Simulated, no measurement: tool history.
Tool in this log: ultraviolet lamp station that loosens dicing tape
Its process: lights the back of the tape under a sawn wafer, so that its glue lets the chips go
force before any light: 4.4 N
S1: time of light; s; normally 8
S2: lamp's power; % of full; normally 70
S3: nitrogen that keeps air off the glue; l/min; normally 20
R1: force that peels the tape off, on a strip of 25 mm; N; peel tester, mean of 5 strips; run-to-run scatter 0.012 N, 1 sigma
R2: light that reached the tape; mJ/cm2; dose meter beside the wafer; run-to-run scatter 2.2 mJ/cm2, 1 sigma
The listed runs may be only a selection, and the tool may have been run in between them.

run,hour,S1,S2,S3,R1,R2
1,0,8,70,20,1.012,135
2,39.6,16,70,20,0.276,261
3,78.5,16,70,20,0.297,257
4,143.5,8,69,20,1.084,127
5,179.3,8,72,20,1.014,128
# hour 203.5: window cleaned of glue's vapour
6,228.1,8,70,20,1.124,115
7,290.6,8,70,20,1.209,112
8,318.2,6,70,20,1.65,86
9,363.5,6,70,20,1.685,84
10,410.2,6,70,20,1.726,83
11,463.9,6,70,20,1.776,79
12,501.3,6,70,23,1.683,79
13,540,6,70,23,1.676,79
# hour 584.4: window cleaned of glue's vapour, once more
14,599.6,14,70,23,0.302,240
15,649.6,14,70,23,0.321,235
16,705.8,8,62,20,1.192,117
17,756.1,8,70,20,1.03,131
18,815.3,8,70,20,1.093,129
19,846.5,8,70,20,1.113,127
20,880.1,8,70,11,1.448,128
21,912.1,8,70,11,1.41,125
22,967.9,8,70,11,1.453,120
# hour 1011.2: lamp changed
23,1019.9,5,71,22,1.201,117
24,1058.7,5,75,22,1.087,113
25,1096.9,5,85,34,0.764,132

Predict the results of run 26:
26,1152.7,5,85,26,?,?

Logged for run 26: R1 0.874 N, R2 131 mJ/cm2.
If the tool had no hidden condition, the same run with the same run-to-run variation would have returned R1 0.741 N, R2 145 mJ/cm2.
